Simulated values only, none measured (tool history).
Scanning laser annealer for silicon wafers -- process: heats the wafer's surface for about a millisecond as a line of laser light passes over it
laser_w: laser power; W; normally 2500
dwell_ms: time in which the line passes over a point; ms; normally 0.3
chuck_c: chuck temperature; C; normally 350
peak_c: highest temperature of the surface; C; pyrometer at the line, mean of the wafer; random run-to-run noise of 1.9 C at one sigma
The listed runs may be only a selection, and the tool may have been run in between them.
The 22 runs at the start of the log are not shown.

| run | hour | laser_w | dwell_ms | chuck_c | peak_c |
|---|---|---|---|---|---|
| 23 | 956.8 | 2433 | 0.257 | 335 | 1074 |
| 24 | 995.9 | 2508 | 0.23 | 350 | 1070 |
| 25 | 1029.1 | 2685 | 0.345 | 361 | 1288 |
| 26 | 1065.4 | 2685 | 0.256 | 373 | 1178 |
| 27 | 1099 | 2685 | 0.251 | 320 | 1119 |
| 28 | 1133.8 | 2386 | 0.305 | 354 | 1139 |
| 29 | 1167.2 | 2492 | 0.305 | 333 | 1147 |
| 30 | 1207.5 | 2500 | 0.297 | 317 | 1124 |
| 31 | 1258.8 | 2313 | 0.302 | 389 | 1147 |
| 32 | 1291 | 2500 | 0.333 | 355 | 1205 |
| 33 | 1342.6 | 2504 | 0.307 | 360 | 1175 |
| 34 | 1370.9 | 2251 | 0.3 | 332 | 1064 |
| 35 | 1405.1 | 2197 | 0.3 | 384 | 1096 |
| 36 | 1459.6 | 2445 | 0.224 | 350 | 1037 |
| 37 | 1514.8 | 2500 | 0.372 | 350 | 1238 |
| 38 | 1558.7 | 2500 | 0.372 | 318 | 1205 |
| 39 | 1584.5 | 2309 | 0.218 | 327 | 970 |
| 40 | 1643.5 | 2470 | 0.341 | 380 | 1221 |
| 41 | 1672 | 2470 | 0.341 | 380 | 1220 |

4 ways to go on from here, each from the tool as it stands after run 41. What would each give?
| A | 1712.7 | 2297 | 0.283 | 370 | ? |
| B | 1712.7 | 2500 | 0.249 | 335 | ? |
| C | 1712.7 | 2500 | 0.3 | 349 | ? |
| D | 1712.7 | 2453 | 0.316 | 385 | ? |

| run | peak_c |
|---|---|
| A | 1088 |
| B | 1065 |
| C | 1151 |
| D | 1191 |
The same runs, with their run-to-run variation unchanged, on a tool lacking any hidden condition would have given:
| run | peak_c |
|---|---|
| A | 1115 |
| B | 1092 |
| C | 1181 |
| D | 1222 |

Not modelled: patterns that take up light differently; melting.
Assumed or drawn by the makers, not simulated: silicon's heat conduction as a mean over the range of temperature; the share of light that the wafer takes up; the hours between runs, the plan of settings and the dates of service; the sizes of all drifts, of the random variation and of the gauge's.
